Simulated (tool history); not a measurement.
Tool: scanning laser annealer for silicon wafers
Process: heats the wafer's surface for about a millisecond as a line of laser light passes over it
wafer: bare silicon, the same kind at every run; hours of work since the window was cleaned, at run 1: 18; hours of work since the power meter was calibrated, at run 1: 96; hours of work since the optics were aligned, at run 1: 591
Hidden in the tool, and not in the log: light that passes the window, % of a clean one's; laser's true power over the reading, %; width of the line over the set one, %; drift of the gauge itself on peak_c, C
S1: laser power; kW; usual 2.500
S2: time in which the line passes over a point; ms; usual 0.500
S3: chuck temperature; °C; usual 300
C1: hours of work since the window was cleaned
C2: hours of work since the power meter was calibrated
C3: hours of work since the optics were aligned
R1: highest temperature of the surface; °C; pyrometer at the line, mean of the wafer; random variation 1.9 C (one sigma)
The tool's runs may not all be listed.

{"run": 1, "hour": 0.0, "S1": 2.5, "S2": 0.5, "S3": 300, "C1": 18, "C2": 96, "C3": 591, "R1": 1117}
{"run": 2, "hour": 16.7, "S1": 2.5, "S2": 0.398, "S3": 300, "C1": 24, "C2": 102, "C3": 598, "R1": 1019}
{"run": 3, "hour": 28.0, "S1": 2.5, "S2": 0.398, "S3": 300, "C1": 29, "C2": 107, "C3": 602, "R1": 1022}
{"run": 4, "hour": 38.6, "S1": 2.5, "S2": 0.398, "S3": 300, "C1": 33, "C2": 111, "C3": 607, "R1": 1017}
{"run": 5, "hour": 54.0, "S1": 2.5, "S2": 0.399, "S3": 300, "C1": 39, "C2": 117, "C3": 613, "R1": 1020}
{"run": 6, "hour": 64.2, "S1": 2.5, "S2": 0.5, "S3": 300, "C1": 43, "C2": 121, "C3": 617, "R1": 1115}
{"run": 7, "hour": 78.2, "S1": 2.5, "S2": 0.426, "S3": 300, "C1": 49, "C2": 127, "C3": 623, "R1": 1043}
{"run": 8, "hour": 85.7, "S1": 2.5, "S2": 0.426, "S3": 300, "C1": 52, "C2": 130, "C3": 626, "R1": 1046}
{"run": 9, "hour": 94.9, "S1": 2.5, "S2": 0.426, "S3": 300, "C1": 56, "C2": 134, "C3": 629, "R1": 1047}
{"run": 10, "hour": 105.6, "S1": 2.5, "S2": 0.426, "S3": 300, "C1": 60, "C2": 138, "C3": 634, "R1": 1043}
{"run": 11, "hour": 113.6, "S1": 2.5, "S2": 0.5, "S3": 300, "C1": 63, "C2": 141, "C3": 637, "R1": 1111}
{"run": 12, "hour": 129.7, "S1": 2.5, "S2": 0.5, "S3": 300, "C1": 70, "C2": 148, "C3": 643, "R1": 1115}
{"run": 13, "hour": 137.6, "S1": 2.353, "S2": 0.5, "S3": 300, "C1": 73, "C2": 151, "C3": 647, "R1": 1056}
{"run": 14, "hour": 149.5, "S1": 2.5, "S2": 0.399, "S3": 300, "C1": 78, "C2": 156, "C3": 651, "R1": 1019}
{"run": 15, "hour": 165.7, "S1": 2.5, "S2": 0.399, "S3": 300, "C1": 84, "C2": 162, "C3": 658, "R1": 1018}
{"run": 16, "hour": 179.4, "S1": 2.5, "S2": 0.5, "S3": 319, "C1": 90, "C2": 168, "C3": 663, "R1": 1129}
{"run": 17, "hour": 188.2, "S1": 2.184, "S2": 0.5, "S3": 300, "C1": 93, "C2": 171, "C3": 667, "R1": 996}
{"run": 18, "hour": 197.0, "S1": 2.5, "S2": 0.5, "S3": 264, "C1": 97, "C2": 175, "C3": 670, "R1": 1072}
{"run": 19, "hour": 212.3, "S1": 2.5, "S2": 0.5, "S3": 264, "C1": 103, "C2": 181, "C3": 677, "R1": 1072}
{"run": 20, "hour": 229.0, "S1": 2.5, "S2": 0.495, "S3": 300, "C1": 110, "C2": 188, "C3": 683, "R1": 1108}
{"hour": 231.8, "done": "window over the wafer cleaned"}
{"run": 21, "hour": 245.6, "S1": 2.5, "S2": 0.495, "S3": 300, "C1": 6, "C2": 194, "C3": 689, "R1": 1101}
{"run": 22, "hour": 258.0, "S1": 2.674, "S2": 0.585, "S3": 327, "C1": 11, "C2": 199, "C3": 694, "R1": 1277}
{"run": 23, "hour": 274.4, "S1": 2.735, "S2": 0.394, "S3": 291, "C1": 17, "C2": 205, "C3": 701, "R1": 1077}
{"run": 24, "hour": 289.0, "S1": 2.237, "S2": 0.394, "S3": 291, "C1": 23, "C2": 211, "C3": 707, "R1": 915}
{"run": 25, "hour": 306.0, "S1": 2.237, "S2": 0.394, "S3": 291, "C1": 30, "C2": 218, "C3": 713, "R1": 917}
{"run": 26, "hour": 312.9, "S1": 2.57, "S2": 0.413, "S3": 300, "C1": 33, "C2": 221, "C3": 716, "R1": 1048}
{"hour": 322.7, "done": "window over the wafer cleaned, once more"}
{"run": 27, "hour": 324.4, "S1": 2.57, "S2": 0.413, "S3": 300, "C1": 1, "C2": 225, "C3": 720, "R1": 1061}
{"run": 28, "hour": 331.8, "S1": 2.174, "S2": 0.551, "S3": 300, "C1": 4, "C2": 227, "C3": 723, "R1": 1035}
{"run": 29, "hour": 346.3, "S1": 2.174, "S2": 0.551, "S3": 300, "C1": 10, "C2": 233, "C3": 729, "R1": 1035}
{"hour": 361.2, "done": "optics aligned, line set to its width"}
{"run": 30, "hour": 365.1, "S1": 2.55, "S2": 0.39, "S3": 262, "C1": 15, "C2": 239, "C3": 2, "R1": 997}
{"run": 31, "hour": 374.5, "S1": 2.728, "S2": 0.542, "S3": 268, "C1": 19, "C2": 243, "C3": 5, "R1": 1216}
{"run": 32, "hour": 391.0, "S1": 2.728, "S2": 0.542, "S3": 268, "C1": 25, "C2": 249, "C3": 12, "R1": 1214}
{"run": 33, "hour": 405.2, "S1": 2.526, "S2": 0.5, "S3": 276, "C1": 31, "C2": 255, "C3": 18, "R1": 1108}
{"run": 34, "hour": 413.9, "S1": 2.526, "S2": 0.395, "S3": 335, "C1": 35, "C2": 259, "C3": 21, "R1": 1070}
{"run": 35, "hour": 424.4, "S1": 2.526, "S2": 0.395, "S3": 335, "C1": 39, "C2": 263, "C3": 25, "R1": 1067}
{"run": 36, "hour": 437.2, "S1": 2.272, "S2": 0.448, "S3": 335, "C1": 44, "C2": 268, "C3": 31, "R1": 1028}
{"run": 37, "hour": 445.9, "S1": 2.215, "S2": 0.448, "S3": 335, "C1": 48, "C2": 271, "C3": 34, "R1": 1006}
{"run": 38, "hour": 454.6, "S1": 2.215, "S2": 0.448, "S3": 335, "C1": 51, "C2": 275, "C3": 38, "R1": 1010}
{"run": 39, "hour": 462.9, "S1": 2.481, "S2": 0.406, "S3": 265, "C1": 54, "C2": 278, "C3": 41, "R1": 991}
{"run": 40, "hour": 479.0, "S1": 2.709, "S2": 0.432, "S3": 293, "C1": 61, "C2": 285, "C3": 47, "R1": 1124}
{"run": 41, "hour": 491.1, "S1": 2.544, "S2": 0.381, "S3": 329, "C1": 66, "C2": 290, "C3": 52, "R1": 1050}

The same runs without the tool's hidden state, with the same run-to-run variation:
run=1 R1=1130
run=2 R1=1030
run=3 R1=1034
run=4 R1=1029
run=5 R1=1032
run=6 R1=1129
run=7 R1=1057
run=8 R1=1060
run=9 R1=1061
run=10 R1=1058
run=11 R1=1128
run=12 R1=1132
run=13 R1=1072
run=14 R1=1034
run=15 R1=1034
run=16 R1=1147
run=17 R1=1012
run=18 R1=1091
run=19 R1=1091
run=20 R1=1128
run=21 R1=1123
run=22 R1=1303
run=23 R1=1099
run=24 R1=932
run=25 R1=935
run=26 R1=1071
run=27 R1=1073
run=28 R1=1047
run=29 R1=1048
run=30 R1=1002
run=31 R1=1223
run=32 R1=1221
run=33 R1=1115
run=34 R1=1076
run=35 R1=1074
run=36 R1=1035
run=37 R1=1013
run=38 R1=1016
run=39 R1=998
run=40 R1=1133
run=41 R1=1058

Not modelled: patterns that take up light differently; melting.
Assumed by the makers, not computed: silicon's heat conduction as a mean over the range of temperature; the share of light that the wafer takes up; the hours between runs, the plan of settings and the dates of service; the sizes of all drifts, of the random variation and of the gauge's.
